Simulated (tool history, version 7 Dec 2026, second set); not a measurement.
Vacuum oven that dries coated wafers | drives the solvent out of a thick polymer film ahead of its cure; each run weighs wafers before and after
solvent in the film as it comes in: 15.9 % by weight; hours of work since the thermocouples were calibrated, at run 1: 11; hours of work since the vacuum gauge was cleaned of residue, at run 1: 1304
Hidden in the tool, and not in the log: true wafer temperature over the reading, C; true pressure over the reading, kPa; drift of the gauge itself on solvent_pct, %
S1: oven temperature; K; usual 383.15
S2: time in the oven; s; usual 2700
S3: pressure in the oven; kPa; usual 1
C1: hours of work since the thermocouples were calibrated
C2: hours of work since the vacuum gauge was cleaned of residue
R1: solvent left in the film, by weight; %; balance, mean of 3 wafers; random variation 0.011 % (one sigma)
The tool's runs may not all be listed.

Run 1, hour 0: usual settings; C1 11; C2 1304. Result: R1 2.6 %.
Run 2, hour 57.8: usual settings; C1 46; C2 1339. Result: R1 2.61 %.
Run 3, hour 85.3: usual settings; C1 62; C2 1355. Result: R1 2.61 %.
Run 4, hour 146: usual settings but S2 4020 s; C1 98; C2 1391. Result: R1 1.34 %.
Run 5, hour 204: usual settings; C1 133; C2 1426. Result: R1 2.59 %.
Run 6, hour 260.5: usual settings but S1 384.15 K, S2 2760 s, S3 0.62 kPa; C1 167; C2 1460. Result: R1 2.21 %.
At hour 265.9: oven's thermocouples calibrated.
Run 7, hour 298.9: usual settings but S1 384.15 K, S2 2760 s, S3 0.62 kPa; C1 20; C2 1481. Result: R1 2.24 %.
Run 8, hour 347.9: usual settings but S1 384.15 K, S2 2760 s, S3 0.62 kPa; C1 49; C2 1511. Result: R1 2.24 %.
Run 9, hour 404.4: usual settings but S1 384.15 K, S2 1800 s, S3 0.62 kPa; C1 83; C2 1545. Result: R1 4.01 %.
At hour 453.8: oven's thermocouples calibrated, once more.
Run 10, hour 465.2: usual settings but S1 387.15 K, S2 1860 s, S3 3.29 kPa; C1 7; C2 1580. Result: R1 3.82 %.

Forecast each of these 4 alternatives for the next run:
Run A, hour 513.7: usual settings but S1 395.15 K, S2 1860 s, S3 0.66 kPa; C1 36; C2 1609. Result: R1 ?.
Run B, hour 513.7: usual settings but S1 378.15 K, S2 3300 s, S3 2.89 kPa; C1 36; C2 1609. Result: R1 ?.
Run C, hour 513.7: usual settings but S1 376.15 K, S2 1500 s, S3 0.99 kPa; C1 36; C2 1609. Result: R1 ?.
Run D, hour 513.7: usual settings but S2 1500 s; C1 36; C2 1609. Result: R1 ?.

run    R1
  A  1.84
  B  3.36
  C  6.67
  D  5.14
Without the tool's hidden state the same runs would have given:
run    R1
  A  1.76
  B  3.22
  C  6.56
  D  5.04
